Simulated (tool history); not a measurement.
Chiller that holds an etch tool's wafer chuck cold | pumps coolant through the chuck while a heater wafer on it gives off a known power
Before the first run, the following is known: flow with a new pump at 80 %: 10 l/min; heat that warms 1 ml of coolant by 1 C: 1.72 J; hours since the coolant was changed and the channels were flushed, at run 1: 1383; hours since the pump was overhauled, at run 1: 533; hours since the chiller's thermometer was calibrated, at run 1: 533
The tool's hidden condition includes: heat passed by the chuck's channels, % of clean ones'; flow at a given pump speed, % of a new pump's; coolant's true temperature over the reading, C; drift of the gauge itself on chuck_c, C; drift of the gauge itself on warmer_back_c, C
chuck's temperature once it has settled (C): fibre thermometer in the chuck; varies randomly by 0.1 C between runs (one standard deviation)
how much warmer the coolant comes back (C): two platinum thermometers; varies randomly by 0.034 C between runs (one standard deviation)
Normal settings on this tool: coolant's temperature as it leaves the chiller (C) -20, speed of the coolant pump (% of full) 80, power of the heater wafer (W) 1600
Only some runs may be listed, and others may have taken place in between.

run,hour,coolant's temperature as it leaves the chiller (C),speed of the coolant pump (% of full),power of the heater wafer (W),hours since the coolant was changed and the channels were flushed,hours since the pump was overhauled,hours since the chiller's thermometer was calibrated,chuck's temperature once it has settled (C),how much warmer the coolant comes back (C)
1,0.0,-20,80,1600,1383,533,533,-7.5,5.54
2,137.4,-20,80,1600,1521,670,670,-7.2,5.60
3,233.2,-20,80,1600,1617,766,766,-7.5,5.57
4,412.6,-20,80,1600,1796,945,945,-7.2,5.57
5,595.5,-20,80,1600,1979,1128,1128,-6.9,5.61
# hour 611.1: chiller's thermometer calibrated
6,776.5,-22,80,2092,2159,1308,165,-4.9,7.33
7,892.6,-22,80,2092,2275,1424,282,-4.9,7.36
# hour 987.1: chiller's thermometer calibrated, once more
8,1038.8,-27,82,2092,2420,1569,52,-10.3,7.29
9,1159.1,-20,93,1600,2540,1690,172,-8.6,4.86
10,1313.4,-20,93,1600,2695,1844,326,-8.6,4.86

How the hidden state differs across the entries between the runs, from the last listed run before each to the first after it:
In the gap between runs 5 and 6: chiller's thermometer calibrated (hour 611.1)
  heat passed by the chuck's channels, % of clean ones': 92.1 -> 91.4; flow at a given pump speed, % of a new pump's: 99.3 -> 99.1; coolant's true temperature over the reading, C: 0.11 -> 0.21
  difference, measured minus the result without the unlogged condition, chuck's temperature once it has settled (C): +0.9 -> +1.5; how much warmer the coolant comes back (C): +0.04 -> +0.07
In the gap between runs 7 and 8: chiller's thermometer calibrated, once more (hour 987.1)
  heat passed by the chuck's channels, % of clean ones': 91 -> 90.4; flow at a given pump speed, % of a new pump's: 99 -> 98.8; coolant's true temperature over the reading, C: 0.23 -> -0.1
  difference, measured minus the result without the unlogged condition, chuck's temperature once it has settled (C): +1.6 -> +1.3; how much warmer the coolant comes back (C): +0.08 -> +0.08
